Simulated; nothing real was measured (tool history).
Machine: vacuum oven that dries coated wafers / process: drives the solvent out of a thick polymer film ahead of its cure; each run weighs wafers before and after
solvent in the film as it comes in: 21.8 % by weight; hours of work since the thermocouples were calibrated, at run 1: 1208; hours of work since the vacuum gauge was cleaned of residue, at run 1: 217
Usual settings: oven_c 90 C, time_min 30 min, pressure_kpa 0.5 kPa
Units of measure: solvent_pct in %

| run | hour | oven_c | time_min | pressure_kpa | hours of work since the thermocouples were calibrated | hours of work since the vacuum gauge was cleaned of residue | solvent_pct |
|---|---|---|---|---|---|---|---|
| 1 | 0 | 90 | 30 | 0.5 | 1208 | 217 | 2.66 |
| 2 | 12.8 | 90 | 30 | 0.5 | 1214 | 223 | 2.65 |
| 3 | 24.1 | 90 | 30 | 0.5 | 1220 | 229 | 2.61 |
| 4 | 37.2 | 90 | 30 | 0.5 | 1226 | 235 | 2.54 |
| 5 | 45.1 | 90 | 30 | 0.5 | 1229 | 238 | 2.55 |
| 6 | 62.2 | 80 | 30 | 0.5 | 1237 | 246 | 6.1 |
| 7 | 78.5 | 80 | 30 | 0.5 | 1245 | 254 | 6.19 |
| 8 | 96.9 | 80 | 30 | 0.5 | 1254 | 263 | 6.08 |
| 9 | 106.9 | 80 | 30 | 0.5 | 1258 | 267 | 6.1 |
| 10 | 122 | 90 | 30 | 0.5 | 1265 | 274 | 2.64 |
| 11 | 132.6 | 90 | 30 | 0.5 | 1270 | 279 | 2.5 |
| 12 | 144.6 | 90 | 41 | 0.5 | 1276 | 285 | 1.58 |
| 13 | 153.4 | 90 | 41 | 0.5 | 1280 | 289 | 1.47 |
| 14 | 170.1 | 90 | 41 | 0.566 | 1288 | 297 | 1.51 |
|  | 184.7 | oven's thermocouples calibrated |
| 15 | 187.7 | 89 | 30 | 0.5 | 1 | 304 | 2.69 |
| 16 | 199.5 | 89 | 20 | 0.5 | 7 | 310 | 4.8 |
| 17 | 208.8 | 90 | 30 | 0.5 | 11 | 314 | 2.42 |
| 18 | 223.2 | 90 | 30 | 0.363 | 18 | 321 | 2.28 |
| 19 | 232.3 | 90 | 30 | 0.363 | 22 | 325 | 2.28 |
| 20 | 240.5 | 90 | 30 | 0.5 | 26 | 329 | 2.39 |
| 21 | 255.8 | 90 | 30 | 0.5 | 33 | 336 | 2.35 |
| 22 | 270.7 | 90 | 30 | 0.5 | 40 | 343 | 2.46 |
| 23 | 281.7 | 88 | 30 | 1.835 | 45 | 348 | 4.26 |
| 24 | 290 | 90 | 20 | 0.34 | 49 | 352 | 4.25 |
|  | 299.1 | oven's thermocouples calibrated, once more |
| 25 | 304.1 | 75 | 30 | 0.5 | 2 | 358 | 9.52 |
| 26 | 319.5 | 75 | 30 | 0.5 | 10 | 365 | 9.33 |
| 27 | 334 | 75 | 30 | 0.5 | 16 | 372 | 9.15 |
| 28 | 346.6 | 75 | 29 | 1.27 | 22 | 378 | 10.38 |
| 29 | 359.6 | 90 | 30 | 0.736 | 28 | 384 | 3.53 |
| 30 | 376.8 | 90 | 30 | 0.736 | 36 | 392 | 3.47 |
| 31 | 386 | 90 | 30 | 0.736 | 41 | 396 | 3.53 |
| 32 | 403.2 | 90 | 20 | 0.736 | 49 | 404 | 5.81 |
| 33 | 420.3 | 97 | 20 | 1.497 | 57 | 412 | 3.93 |
| 34 | 437.9 | 98 | 28 | 0.279 | 65 | 420 | 1.36 |
| 35 | 448.1 | 90 | 26 | 1.228 | 70 | 425 | 4.76 |
| 36 | 466.2 | 78 | 31 | 0.5 | 78 | 434 | 7.85 |
| 37 | 483.2 | 76 | 30 | 0.661 | 86 | 441 | 8.9 |
| 38 | 501.2 | 76 | 30 | 0.661 | 95 | 450 | 8.87 |
| 39 | 509.9 | 98 | 30 | 1.099 | 99 | 454 | 1.84 |
| 40 | 523.5 | 76 | 35 | 1.821 | 105 | 460 | 9.62 |
| 41 | 537 | 88 | 35 | 0.477 | 111 | 467 | 3.18 |
| 42 | 550.4 | 88 | 54 | 0.325 | 118 | 473 | 1.46 |
| 43 | 558.7 | 88 | 54 | 0.325 | 121 | 477 | 1.36 |
| 44 | 569 | 94 | 21 | 0.857 | 126 | 482 | 4.02 |

Predict each of these 5 candidate next runs independently; none follows another, all start after run 44:
| A | 577.9 | 99 | 22 | 0.449 | 130 | 486 | ? |
| B | 577.9 | 94 | 17 | 0.273 | 130 | 486 | ? |
| C | 577.9 | 90 | 22 | 1.645 | 130 | 486 | ? |
| D | 577.9 | 85 | 21 | 0.711 | 130 | 486 | ? |
| E | 577.9 | 101 | 54 | 0.857 | 130 | 486 | ? |

| run | solvent_pct |
|---|---|
| A | 2.13 |
| B | 4.8 |
| C | 5.92 |
| D | 7.46 |
| E | 0.78 |
Take away the tool's hidden state, keep each run's random variation, and the runs would have read:
| run | solvent_pct |
|---|---|
| A | 2.09 |
| B | 4.81 |
| C | 5.92 |
| D | 7.46 |
| E | 0.64 |
